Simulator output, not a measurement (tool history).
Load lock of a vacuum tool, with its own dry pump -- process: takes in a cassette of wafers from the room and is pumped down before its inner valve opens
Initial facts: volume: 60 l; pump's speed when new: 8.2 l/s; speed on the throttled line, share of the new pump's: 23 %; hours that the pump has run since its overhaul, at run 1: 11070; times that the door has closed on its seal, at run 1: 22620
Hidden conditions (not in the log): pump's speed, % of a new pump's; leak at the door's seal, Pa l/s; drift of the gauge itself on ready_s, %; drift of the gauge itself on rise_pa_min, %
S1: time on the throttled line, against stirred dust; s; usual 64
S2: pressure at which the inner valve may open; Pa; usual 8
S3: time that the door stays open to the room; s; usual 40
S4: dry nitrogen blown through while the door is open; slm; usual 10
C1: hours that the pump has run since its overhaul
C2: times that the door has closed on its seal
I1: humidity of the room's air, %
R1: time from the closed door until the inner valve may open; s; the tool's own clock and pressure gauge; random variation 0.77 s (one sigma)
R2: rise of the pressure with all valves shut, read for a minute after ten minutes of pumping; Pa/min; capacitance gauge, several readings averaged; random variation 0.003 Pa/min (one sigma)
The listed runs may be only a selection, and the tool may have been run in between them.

run 1 day=0.000 | S1=64 S2=8 S3=40 S4=10 | C1=11070 C2=22620 | I1=44.9 | R1=124.8 R2=0.214
run 2 day=10.004 | S1=64 S2=8 S3=40 S4=10 | C1=11311 C2=23532 | I1=44.7 | R1=124.7 R2=0.224
run 3 day=25.008 | S1=64 S2=8 S3=40 S4=10 | C1=11671 C2=24900 | I1=46.5 | R1=125.7 R2=0.236
run 4 day=33.358 | S1=64 S2=8 S3=40 S4=10 | C1=11871 C2=25662 | I1=46.1 | R1=126.6 R2=0.244
run 5 day=40.483 | S1=64 S2=8 S3=40 S4=10 | C1=12042 C2=26311 | I1=43.4 | R1=125.3 R2=0.251
run 6 day=48.742 | S1=64 S2=8 S3=40 S4=10 | C1=12240 C2=27064 | I1=49.0 | R1=126.7 R2=0.262
run 7 day=65.812 | S1=64 S2=16 S3=174 S4=10 | C1=12650 C2=28621 | I1=44.8 | R1=120.0 R2=0.322
run 8 day=76.321 | S1=64 S2=8 S3=74 S4=22 | C1=12902 C2=29579 | I1=46.9 | R1=126.2 R2=0.288
run 9 day=85.850 | S1=82 S2=7 S3=50 S4=5 | C1=13131 C2=30448 | I1=48.1 | R1=140.5 R2=0.314
run 10 day=94.538 | S1=35 S2=8 S3=34 S4=10 | C1=13339 C2=31240 | I1=45.2 | R1=105.6 R2=0.305
run 11 day=108.392 | S1=35 S2=8 S3=34 S4=10 | C1=13672 C2=32504 | I1=48.1 | R1=104.7 R2=0.330

3 ways to go on from here, each from the tool as it stands after run 11. What would each give?
run A day=118.404 | S1=64 S2=15 S3=40 S4=10 | C1=13912 C2=33417 | I1=44.5 | R1=? R2=?
run B day=118.404 | S1=83 S2=13 S3=40 S4=32 | C1=13912 C2=33417 | I1=47.9 | R1=? R2=?
run C day=118.404 | S1=64 S2=8 S3=106 S4=10 | C1=13912 C2=33417 | I1=44.8 | R1=? R2=?

run=A R1=122.3 R2=0.334
run=B R1=137.3 R2=0.326
run=C R1=128.8 R2=0.367
The same runs, with their run-to-run variation unchanged, on a tool lacking any hidden condition would have given:
run=A R1=113.9 R2=0.054
run=B R1=129.5 R2=0.040
run=C R1=119.4 R2=0.082
